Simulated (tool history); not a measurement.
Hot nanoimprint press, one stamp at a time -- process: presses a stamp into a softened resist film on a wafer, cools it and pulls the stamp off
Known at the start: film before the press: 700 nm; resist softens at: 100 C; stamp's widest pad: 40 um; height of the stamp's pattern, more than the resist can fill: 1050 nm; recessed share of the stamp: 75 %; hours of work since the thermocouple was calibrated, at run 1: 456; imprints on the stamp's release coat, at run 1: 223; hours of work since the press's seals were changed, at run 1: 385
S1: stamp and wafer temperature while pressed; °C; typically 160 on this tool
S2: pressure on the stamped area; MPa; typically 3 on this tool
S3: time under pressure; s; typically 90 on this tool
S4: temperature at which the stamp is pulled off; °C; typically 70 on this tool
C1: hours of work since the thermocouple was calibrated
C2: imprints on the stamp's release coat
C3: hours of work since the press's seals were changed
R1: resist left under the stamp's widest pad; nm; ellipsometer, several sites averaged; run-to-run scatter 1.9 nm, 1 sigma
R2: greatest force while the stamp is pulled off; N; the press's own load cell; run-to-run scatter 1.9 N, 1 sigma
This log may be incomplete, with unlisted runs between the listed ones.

Run 1, hour 0.0: usual settings; C1 456; C2 223; C3 385. Result: R1 357.7 nm, R2 100 N.
Run 2, hour 49.6: usual settings; C1 477; C2 356; C3 406. Result: R1 355.9 nm, R2 99 N.
Run 3, hour 99.0: usual settings; C1 498; C2 489; C3 428. Result: R1 358.2 nm, R2 103 N.
Run 4, hour 143.2: usual settings but S1 158 °C; C1 517; C2 608; C3 446. Result: R1 376.7 nm, R2 104 N.
Run 5, hour 168.1: usual settings but S1 158 °C; C1 527; C2 675; C3 457. Result: R1 374.3 nm, R2 103 N.
At hour 197.4: plate thermocouple calibrated.
Run 6, hour 197.4: usual settings but S1 158 °C; C1 0; C2 746; C3 468. Result: R1 375.3 nm, R2 101 N.
Run 7, hour 226.5: usual settings but S4 57 °C; C1 12; C2 824; C3 481. Result: R1 355.1 nm, R2 126 N.
At hour 283.9: stamp cleaned and given a new release coat.
Run 8, hour 290.8: usual settings but S4 57 °C; C1 37; C2 19; C3 506. Result: R1 358.5 nm, R2 122 N.
Run 9, hour 333.7: usual settings but S3 107 s, S4 57 °C; C1 56; C2 134; C3 524. Result: R1 335.0 nm, R2 127 N.
Run 10, hour 369.1: usual settings; C1 71; C2 229; C3 539. Result: R1 354.4 nm, R2 98 N.
Run 11, hour 400.0: usual settings but S3 76 s; C1 84; C2 312; C3 552. Result: R1 375.3 nm, R2 101 N.
Run 12, hour 451.1: usual settings but S3 76 s; C1 106; C2 449; C3 574. Result: R1 374.0 nm, R2 99 N.
Run 13, hour 480.1: usual settings but S3 76 s; C1 118; C2 527; C3 586. Result: R1 373.8 nm, R2 98 N.
Run 14, hour 539.6: usual settings; C1 143; C2 687; C3 612. Result: R1 351.0 nm, R2 102 N.

Run 15 comes next. What will it give?
Run 15, hour 581.0: usual settings; C1 161; C2 798; C3 629. Result: R1 ?, R2 ?.

Run 15 produced R1 352.1 nm, R2 98 N.
With the hidden condition absent and the run-to-run variation left alone, this run would have shown R1 357.1 nm, R2 97 N.
